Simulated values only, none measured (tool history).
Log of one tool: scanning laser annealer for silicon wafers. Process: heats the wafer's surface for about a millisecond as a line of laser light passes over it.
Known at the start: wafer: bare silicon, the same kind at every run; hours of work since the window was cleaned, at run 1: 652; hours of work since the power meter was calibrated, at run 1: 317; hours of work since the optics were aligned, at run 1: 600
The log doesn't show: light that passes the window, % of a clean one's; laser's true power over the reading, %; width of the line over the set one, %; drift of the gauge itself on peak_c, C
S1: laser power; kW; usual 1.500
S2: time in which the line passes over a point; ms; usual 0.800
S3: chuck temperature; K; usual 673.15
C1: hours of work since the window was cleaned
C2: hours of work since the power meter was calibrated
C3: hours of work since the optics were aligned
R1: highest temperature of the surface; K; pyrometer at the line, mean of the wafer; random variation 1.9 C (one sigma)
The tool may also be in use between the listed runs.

{"run": 1, "hour": 0.0, "S1": 1.5, "S2": 0.8, "S3": 673.15, "C1": 652, "C2": 317, "C3": 600, "R1": 1374.15}
{"run": 2, "hour": 10.5, "S1": 1.5, "S2": 0.8, "S3": 673.15, "C1": 656, "C2": 322, "C3": 604, "R1": 1372.15}
{"run": 3, "hour": 26.5, "S1": 1.5, "S2": 0.8, "S3": 673.15, "C1": 663, "C2": 329, "C3": 611, "R1": 1373.15}
{"run": 4, "hour": 45.7, "S1": 1.5, "S2": 0.8, "S3": 673.15, "C1": 671, "C2": 337, "C3": 619, "R1": 1373.15}
{"run": 5, "hour": 66.1, "S1": 1.5, "S2": 0.8, "S3": 673.15, "C1": 680, "C2": 346, "C3": 628, "R1": 1371.15}
{"run": 6, "hour": 86.0, "S1": 1.5, "S2": 0.8, "S3": 673.15, "C1": 689, "C2": 354, "C3": 637, "R1": 1370.15}
{"run": 7, "hour": 102.7, "S1": 1.5, "S2": 0.8, "S3": 644.15, "C1": 696, "C2": 362, "C3": 644, "R1": 1338.15}
{"run": 8, "hour": 113.5, "S1": 1.5, "S2": 0.8, "S3": 673.15, "C1": 701, "C2": 366, "C3": 649, "R1": 1370.15}
{"run": 9, "hour": 125.2, "S1": 1.5, "S2": 0.8, "S3": 673.15, "C1": 706, "C2": 371, "C3": 654, "R1": 1369.15}
{"run": 10, "hour": 144.1, "S1": 1.5, "S2": 0.748, "S3": 673.15, "C1": 714, "C2": 379, "C3": 662, "R1": 1343.15}
{"run": 11, "hour": 153.2, "S1": 1.5, "S2": 0.748, "S3": 673.15, "C1": 718, "C2": 383, "C3": 666, "R1": 1341.15}
{"run": 12, "hour": 167.5, "S1": 1.5, "S2": 0.748, "S3": 673.15, "C1": 724, "C2": 389, "C3": 672, "R1": 1343.15}
{"run": 13, "hour": 185.4, "S1": 1.444, "S2": 0.582, "S3": 653.15, "C1": 732, "C2": 397, "C3": 680, "R1": 1206.15}
{"run": 14, "hour": 205.3, "S1": 1.444, "S2": 0.582, "S3": 653.15, "C1": 740, "C2": 406, "C3": 688, "R1": 1206.15}
{"run": 15, "hour": 219.8, "S1": 1.444, "S2": 0.582, "S3": 653.15, "C1": 746, "C2": 412, "C3": 694, "R1": 1205.15}
{"run": 16, "hour": 234.3, "S1": 1.444, "S2": 0.582, "S3": 653.15, "C1": 753, "C2": 418, "C3": 701, "R1": 1202.15}
{"hour": 242.5, "done": "window over the wafer cleaned"}
{"run": 17, "hour": 245.5, "S1": 1.324, "S2": 0.8, "S3": 693.15, "C1": 1, "C2": 422, "C3": 705, "R1": 1313.15}
{"run": 18, "hour": 264.7, "S1": 1.326, "S2": 0.583, "S3": 703.15, "C1": 10, "C2": 430, "C3": 713, "R1": 1223.15}

Run 19 comes next. What will it give?
{"run": 19, "hour": 283.0, "S1": 1.471, "S2": 0.721, "S3": 673.15, "C1": 17, "C2": 438, "C3": 721, "R1": "?"}

Run 19 gave R1 1342.15 K.
Without the tool's hidden state the same run would have given R1 1358.15 K.
